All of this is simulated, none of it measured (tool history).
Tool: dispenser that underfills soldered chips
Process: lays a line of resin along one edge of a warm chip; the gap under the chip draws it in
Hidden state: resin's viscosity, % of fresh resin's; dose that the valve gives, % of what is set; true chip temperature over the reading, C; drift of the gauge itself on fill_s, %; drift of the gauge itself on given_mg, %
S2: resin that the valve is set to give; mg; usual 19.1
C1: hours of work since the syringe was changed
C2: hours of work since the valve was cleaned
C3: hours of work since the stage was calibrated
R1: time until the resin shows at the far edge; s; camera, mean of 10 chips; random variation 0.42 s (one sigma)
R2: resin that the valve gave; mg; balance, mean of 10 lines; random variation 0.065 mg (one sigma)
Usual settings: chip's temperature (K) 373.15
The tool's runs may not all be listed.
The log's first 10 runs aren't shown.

{"run": 11, "hour": 45.6, "chip's temperature (K)": 373.15, "S2": 21.9, "C1": 4, "C2": 12, "C3": 44, "R1": 33, "R2": 21.91}
{"hour": 48.2, "done": "new syringe of resin"}
{"run": 12, "hour": 50.1, "chip's temperature (K)": 373.15, "S2": 21.9, "C1": 1, "C2": 16, "C3": 47, "R1": 30.5, "R2": 21.85}
{"run": 13, "hour": 55.3, "chip's temperature (K)": 373.15, "S2": 19.1, "C1": 5, "C2": 20, "C3": 51, "R1": 35.5, "R2": 18.9}
{"hour": 56.1, "done": "new syringe of resin"}
{"run": 14, "hour": 60.2, "chip's temperature (K)": 377.15, "S2": 19.1, "C1": 3, "C2": 23, "C3": 55, "R1": 27.7, "R2": 19.01}
{"hour": 64.1, "done": "new syringe of resin"}
{"run": 15, "hour": 64.3, "chip's temperature (K)": 377.15, "S2": 19.1, "C1": 0, "C2": 26, "C3": 58, "R1": 24.4, "R2": 19.08}
{"run": 16, "hour": 71.0, "chip's temperature (K)": 371.15, "S2": 16.5, "C1": 5, "C2": 31, "C3": 63, "R1": 37.6, "R2": 16.42}
{"hour": 72.1, "done": "new syringe of resin"}
{"run": 17, "hour": 77.2, "chip's temperature (K)": 380.15, "S2": 21.9, "C1": 4, "C2": 36, "C3": 67, "R1": 25.3, "R2": 21.67}
{"hour": 80.1, "done": "new syringe of resin"}
{"run": 18, "hour": 81.1, "chip's temperature (K)": 376.15, "S2": 18.6, "C1": 1, "C2": 38, "C3": 70, "R1": 26.9, "R2": 18.39}
{"run": 19, "hour": 85.7, "chip's temperature (K)": 364.15, "S2": 19.9, "C1": 4, "C2": 42, "C3": 74, "R1": 46.2, "R2": 19.66}
{"hour": 88.2, "done": "new syringe of resin"}
{"run": 20, "hour": 92.3, "chip's temperature (K)": 364.15, "S2": 19.9, "C1": 3, "C2": 47, "C3": 78, "R1": 43.4, "R2": 19.81}
{"hour": 96.3, "done": "new syringe of resin"}
{"run": 21, "hour": 96.6, "chip's temperature (K)": 364.15, "S2": 19.9, "C1": 0, "C2": 50, "C3": 81, "R1": 40.7, "R2": 19.72}
{"run": 22, "hour": 101.5, "chip's temperature (K)": 364.15, "S2": 19.9, "C1": 4, "C2": 54, "C3": 85, "R1": 45.5, "R2": 19.57}
{"hour": 104.1, "done": "new syringe of resin"}
{"run": 23, "hour": 108.4, "chip's temperature (K)": 373.15, "S2": 18.6, "C1": 3, "C2": 59, "C3": 90, "R1": 32.1, "R2": 18.32}
{"hour": 112.0, "done": "new syringe of resin"}
{"run": 24, "hour": 112.7, "chip's temperature (K)": 364.15, "S2": 20.2, "C1": 1, "C2": 62, "C3": 93, "R1": 40.8, "R2": 19.83}
{"hour": 117.3, "done": "dispensing valve cleaned and set on the balance"}
{"hour": 120.7, "done": "new syringe of resin"}
{"run": 25, "hour": 120.8, "chip's temperature (K)": 364.15, "S2": 20.3, "C1": 0, "C2": 2, "C3": 98, "R1": 40.1, "R2": 20.43}
{"run": 26, "hour": 126.1, "chip's temperature (K)": 376.15, "S2": 17.5, "C1": 4, "C2": 6, "C3": 103, "R1": 30, "R2": 17.44}
{"hour": 128.5, "done": "new syringe of resin"}
{"run": 27, "hour": 132.3, "chip's temperature (K)": 359.15, "S2": 16.4, "C1": 3, "C2": 11, "C3": 107, "R1": 55.1, "R2": 16.28}
{"hour": 136.3, "done": "new syringe of resin"}
{"run": 28, "hour": 136.7, "chip's temperature (K)": 366.15, "S2": 16.5, "C1": 0, "C2": 14, "C3": 110, "R1": 37.7, "R2": 16.46}
{"run": 29, "hour": 140.9, "chip's temperature (K)": 386.15, "S2": 16.3, "C1": 4, "C2": 17, "C3": 113, "R1": 20.7, "R2": 16.22}
{"hour": 144.1, "done": "new syringe of resin"}
{"run": 30, "hour": 147.9, "chip's temperature (K)": 384.15, "S2": 16.3, "C1": 3, "C2": 22, "C3": 119, "R1": 21, "R2": 16.25}

4 ways to go on from here, each from the tool as it stands after run 30. What would each give?
{"hour": 152.0, "done": "new syringe of resin"}
{"run": "A", "hour": 154.2, "chip's temperature (K)": 369.15, "S2": 21.3, "C1": 2, "C2": 27, "C3": 123, "R1": "?", "R2": "?"}
{"hour": 152.0, "done": "new syringe of resin"}
{"run": "B", "hour": 154.2, "chip's temperature (K)": 376.15, "S2": 17, "C1": 2, "C2": 27, "C3": 123, "R1": "?", "R2": "?"}
{"hour": 152.0, "done": "new syringe of resin"}
{"run": "C", "hour": 154.2, "chip's temperature (K)": 359.15, "S2": 18.4, "C1": 2, "C2": 27, "C3": 123, "R1": "?", "R2": "?"}
{"hour": 152.0, "done": "new syringe of resin"}
{"run": "D", "hour": 154.2, "chip's temperature (K)": 359.15, "S2": 24.2, "C1": 2, "C2": 27, "C3": 123, "R1": "?", "R2": "?"}

run=A R1=33.9 R2=21.23
run=B R1=27.6 R2=16.85
run=C R1=51.3 R2=18.33
run=D R1=49.5 R2=23.88
Without the tool's hidden state the same runs would have given:
run=A R1=33.2 R2=21.41
run=B R1=27 R2=17
run=C R1=50.2 R2=18.49
run=D R1=48.5 R2=24.09

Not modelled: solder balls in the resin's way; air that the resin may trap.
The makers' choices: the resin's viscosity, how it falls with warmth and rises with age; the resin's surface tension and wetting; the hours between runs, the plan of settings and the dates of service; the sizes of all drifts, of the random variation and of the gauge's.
